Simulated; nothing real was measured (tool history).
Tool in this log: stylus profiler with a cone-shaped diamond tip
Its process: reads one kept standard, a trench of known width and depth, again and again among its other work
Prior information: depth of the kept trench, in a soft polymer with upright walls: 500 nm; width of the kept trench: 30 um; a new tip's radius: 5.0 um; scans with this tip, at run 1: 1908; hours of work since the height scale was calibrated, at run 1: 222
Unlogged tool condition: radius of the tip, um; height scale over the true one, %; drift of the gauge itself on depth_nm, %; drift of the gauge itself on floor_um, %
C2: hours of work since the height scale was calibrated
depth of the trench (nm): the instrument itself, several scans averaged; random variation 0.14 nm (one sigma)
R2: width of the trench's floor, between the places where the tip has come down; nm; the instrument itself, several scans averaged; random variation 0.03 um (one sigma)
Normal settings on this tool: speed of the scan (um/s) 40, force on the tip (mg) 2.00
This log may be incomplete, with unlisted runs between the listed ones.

Run 1, day 0.000: usual settings; scans with this tip 1908; C2 222. Result: depth of the trench (nm) 506.83, R2 25480 nm.
Run 2, day 0.362: usual settings; scans with this tip 1961; C2 228. Result: depth of the trench (nm) 506.98, R2 25510 nm.
Run 3, day 0.912: usual settings; scans with this tip 2041; C2 237. Result: depth of the trench (nm) 506.95, R2 25540 nm.
Run 4, day 1.571: usual settings but speed of the scan (um/s) 21; scans with this tip 2137; C2 248. Result: depth of the trench (nm) 506.72, R2 25590 nm.
Run 5, day 2.317: usual settings but speed of the scan (um/s) 21; scans with this tip 2246; C2 261. Result: depth of the trench (nm) 506.64, R2 25600 nm.
Run 6, day 2.667: usual settings but speed of the scan (um/s) 59; scans with this tip 2297; C2 267. Result: depth of the trench (nm) 506.46, R2 25520 nm.
Run 7, day 3.404: usual settings but speed of the scan (um/s) 59; scans with this tip 2405; C2 279. Result: depth of the trench (nm) 506.90, R2 25480 nm.
Run 8, day 4.017: usual settings; scans with this tip 2493; C2 290. Result: depth of the trench (nm) 507.08, R2 25530 nm.
Run 9, day 4.767: usual settings; scans with this tip 2603; C2 302. Result: depth of the trench (nm) 506.96, R2 25510 nm.
Run 10, day 5.142: usual settings; scans with this tip 2658; C2 309. Result: depth of the trench (nm) 506.72, R2 25530 nm.
Run 11, day 5.712: usual settings; scans with this tip 2741; C2 318. Result: depth of the trench (nm) 507.03, R2 25560 nm.
Run 12, day 6.250: usual settings but force on the tip (mg) 6.00; scans with this tip 2819; C2 327. Result: depth of the trench (nm) 514.38, R2 25550 nm.
Run 13, day 7.054: usual settings but force on the tip (mg) 2.49; scans with this tip 2937; C2 341. Result: depth of the trench (nm) 507.93, R2 25550 nm.
Run 14, day 7.871: usual settings but speed of the scan (um/s) 15, force on the tip (mg) 5.99; scans with this tip 3056; C2 355. Result: depth of the trench (nm) 514.12, R2 25630 nm.
Run 15, day 8.579: usual settings but speed of the scan (um/s) 32, force on the tip (mg) 3.37; scans with this tip 3159; C2 367. Result: depth of the trench (nm) 509.65, R2 25570 nm.
Run 16, day 9.383: usual settings but speed of the scan (um/s) 62, force on the tip (mg) 0.94; scans with this tip 3277; C2 381. Result: depth of the trench (nm) 504.04, R2 25340 nm.

Expected results for the next run?
Run 17, day 10.121: usual settings but speed of the scan (um/s) 18, force on the tip (mg) 1.38; scans with this tip 3384; C2 393. Result: depth of the trench (nm) ?, R2 ?.

depth of the trench (nm): 505.18
R2: 25550 nm
Had the tool carried no hidden state, the very same run would have given depth of the trench (nm) 505.18, R2 25550 nm.
